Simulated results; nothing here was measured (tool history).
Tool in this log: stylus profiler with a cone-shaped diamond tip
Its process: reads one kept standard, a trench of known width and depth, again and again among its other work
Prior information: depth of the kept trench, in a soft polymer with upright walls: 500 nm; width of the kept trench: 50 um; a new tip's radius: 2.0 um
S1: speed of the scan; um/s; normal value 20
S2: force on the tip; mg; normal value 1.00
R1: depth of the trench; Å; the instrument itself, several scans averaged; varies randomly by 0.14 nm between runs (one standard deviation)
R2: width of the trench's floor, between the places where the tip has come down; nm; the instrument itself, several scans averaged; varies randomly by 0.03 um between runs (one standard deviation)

| run | hour | S1 | S2 | R1 | R2 |
|---|---|---|---|---|---|
| 1 | 0.0 | 20 | 1.00 | 5030.8 | 47110 |
| 2 | 53.8 | 20 | 1.00 | 5031.1 | 47110 |
| 3 | 106.8 | 20 | 1.00 | 5029.4 | 47090 |
| 4 | 150.0 | 20 | 1.10 | 5029.8 | 47030 |
| 5 | 202.8 | 20 | 1.10 | 5028.9 | 47040 |
| 6 | 228.5 | 20 | 0.93 | 5027.2 | 46990 |
| 7 | 254.9 | 7 | 0.93 | 5026.8 | 47070 |
| 8 | 312.3 | 7 | 0.93 | 5024.0 | 46980 |
| 9 | 342.7 | 7 | 0.93 | 5025.9 | 46970 |
| 10 | 402.6 | 53 | 0.93 | 5025.2 | 46630 |
| 11 | 442.1 | 20 | 0.55 | 5015.2 | 46720 |
| 12 | 472.2 | 20 | 0.55 | 5014.7 | 46690 |
| 13 | 516.5 | 20 | 1.00 | 5024.2 | 46780 |
| 14 | 577.0 | 16 | 1.99 | 5040.5 | 46780 |
| 15 | 620.0 | 6 | 0.77 | 5016.4 | 46730 |
| 16 | 668.6 | 6 | 0.77 | 5017.4 | 46740 |
| 17 | 728.9 | 27 | 1.00 | 5018.4 | 46490 |
| 18 | 765.3 | 27 | 1.00 | 5020.6 | 46520 |
| 19 | 824.4 | 62 | 0.41 | 5006.5 | 46000 |
| 20 | 855.8 | 62 | 0.41 | 5004.2 | 46030 |
| 21 | 917.9 | 62 | 0.41 | 5008.3 | 45930 |
| 22 | 967.9 | 11 | 0.99 | 5019.7 | 46530 |
| 23 | 1002.9 | 15 | 0.37 | 5005.5 | 46420 |
| 24 | 1062.9 | 15 | 0.37 | 5003.2 | 46360 |
| 25 | 1100.2 | 10 | 0.69 | 5011.5 | 46450 |

Forecast each of these 5 alternatives for the next run:
| A | 1139.2 | 35 | 2.65 | ? | ? |
| B | 1139.2 | 7 | 1.85 | ? | ? |
| C | 1139.2 | 10 | 0.69 | ? | ? |
| D | 1139.2 | 9 | 2.32 | ? | ? |
| E | 1139.2 | 7 | 1.66 | ? | ? |

| run | R1 | R2 |
|---|---|---|
| A | 5046.0 | 46280 |
| B | 5032.6 | 46450 |
| C | 5012.5 | 46390 |
| D | 5040.1 | 46480 |
| E | 5029.0 | 46430 |
Take away the tool's hidden state, keep each run's random variation, and the runs would have read:
| run | R1 | R2 |
|---|---|---|
| A | 5059.3 | 47150 |
| B | 5045.8 | 47320 |
| C | 5025.8 | 47260 |
| D | 5053.4 | 47350 |
| E | 5042.3 | 47300 |
